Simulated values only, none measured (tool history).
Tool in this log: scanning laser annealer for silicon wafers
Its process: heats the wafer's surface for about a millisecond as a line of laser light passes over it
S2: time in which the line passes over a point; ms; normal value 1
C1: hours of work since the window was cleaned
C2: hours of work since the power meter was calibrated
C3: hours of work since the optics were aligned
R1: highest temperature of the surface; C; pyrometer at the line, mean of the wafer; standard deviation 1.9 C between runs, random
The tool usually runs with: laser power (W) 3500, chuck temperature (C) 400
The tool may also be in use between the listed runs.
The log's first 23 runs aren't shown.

run 24 hour=333.5 | laser_power_(W)=3469 S2=0.85 chuck_temperature_(C)=363 | C1=255 C2=832 C3=277 | R1=1067
run 25 hour=351.8 | laser_power_(W)=3500 S2=0.77 chuck_temperature_(C)=401 | C1=269 C2=846 C3=292 | R1=1073
run 26 hour=369.5 | laser_power_(W)=3034 S2=1 chuck_temperature_(C)=433 | C1=283 C2=860 C3=305 | R1=1098
run 27 hour=388.2 | laser_power_(W)=3007 S2=1.06 chuck_temperature_(C)=400 | C1=297 C2=874 C3=320 | R1=1084
run 28 hour=406.8 | laser_power_(W)=3007 S2=1.06 chuck_temperature_(C)=400 | C1=312 C2=889 C3=334 | R1=1081
run 29 hour=423.9 | laser_power_(W)=3371 S2=0.99 chuck_temperature_(C)=400 | C1=325 C2=902 C3=347 | R1=1135
run 30 hour=433.6 | laser_power_(W)=3371 S2=0.99 chuck_temperature_(C)=400 | C1=332 C2=910 C3=355 | R1=1141
run 31 hour=443.7 | laser_power_(W)=3707 S2=1.06 chuck_temperature_(C)=405 | C1=340 C2=917 C3=363 | R1=1254
run 32 hour=464.5 | laser_power_(W)=3182 S2=0.93 chuck_temperature_(C)=394 | C1=356 C2=933 C3=379 | R1=1067
run 33 hour=474.5 | laser_power_(W)=3395 S2=1.01 chuck_temperature_(C)=429 | C1=364 C2=941 C3=387 | R1=1184
run 34 hour=483.8 | laser_power_(W)=3395 S2=1.01 chuck_temperature_(C)=390 | C1=371 C2=948 C3=394 | R1=1142
run 35 hour=499.5 | laser_power_(W)=3301 S2=0.97 chuck_temperature_(C)=400 | C1=383 C2=960 C3=406 | R1=1117
run 36 hour=514.2 | laser_power_(W)=3500 S2=1 chuck_temperature_(C)=435 | C1=394 C2=972 C3=417 | R1=1209
run 37 hour=525.2 | laser_power_(W)=3500 S2=1 chuck_temperature_(C)=435 | C1=403 C2=980 C3=426 | R1=1211
run 38 hour=537.2 | laser_power_(W)=3500 S2=1 chuck_temperature_(C)=376 | C1=412 C2=990 C3=435 | R1=1149
run 39 hour=555.9 | laser_power_(W)=3500 S2=1.05 chuck_temperature_(C)=376 | C1=427 C2=1004 C3=449 | R1=1171
run 40 hour=576.5 | laser_power_(W)=3500 S2=1.05 chuck_temperature_(C)=376 | C1=443 C2=1020 C3=465 | R1=1172

What if the next run were any one of these 4? Each begins from the tool's condition after run 40:
run A hour=587.5 | laser_power_(W)=3500 S2=1.05 chuck_temperature_(C)=404 | C1=451 C2=1028 C3=474 | R1=?
run B hour=587.5 | laser_power_(W)=3408 S2=1.05 chuck_temperature_(C)=416 | C1=451 C2=1028 C3=474 | R1=?
run C hour=587.5 | laser_power_(W)=3158 S2=1.16 chuck_temperature_(C)=400 | C1=451 C2=1028 C3=474 | R1=?
run D hour=587.5 | laser_power_(W)=3500 S2=0.78 chuck_temperature_(C)=377 | C1=451 C2=1028 C3=474 | R1=?

run=A R1=1202
run=B R1=1191
run=C R1=1153
run=D R1=1053
The same runs, with their run-to-run variation unchanged, on a tool lacking any hidden condition would have given:
run=A R1=1202
run=B R1=1191
run=C R1=1153
run=D R1=1054

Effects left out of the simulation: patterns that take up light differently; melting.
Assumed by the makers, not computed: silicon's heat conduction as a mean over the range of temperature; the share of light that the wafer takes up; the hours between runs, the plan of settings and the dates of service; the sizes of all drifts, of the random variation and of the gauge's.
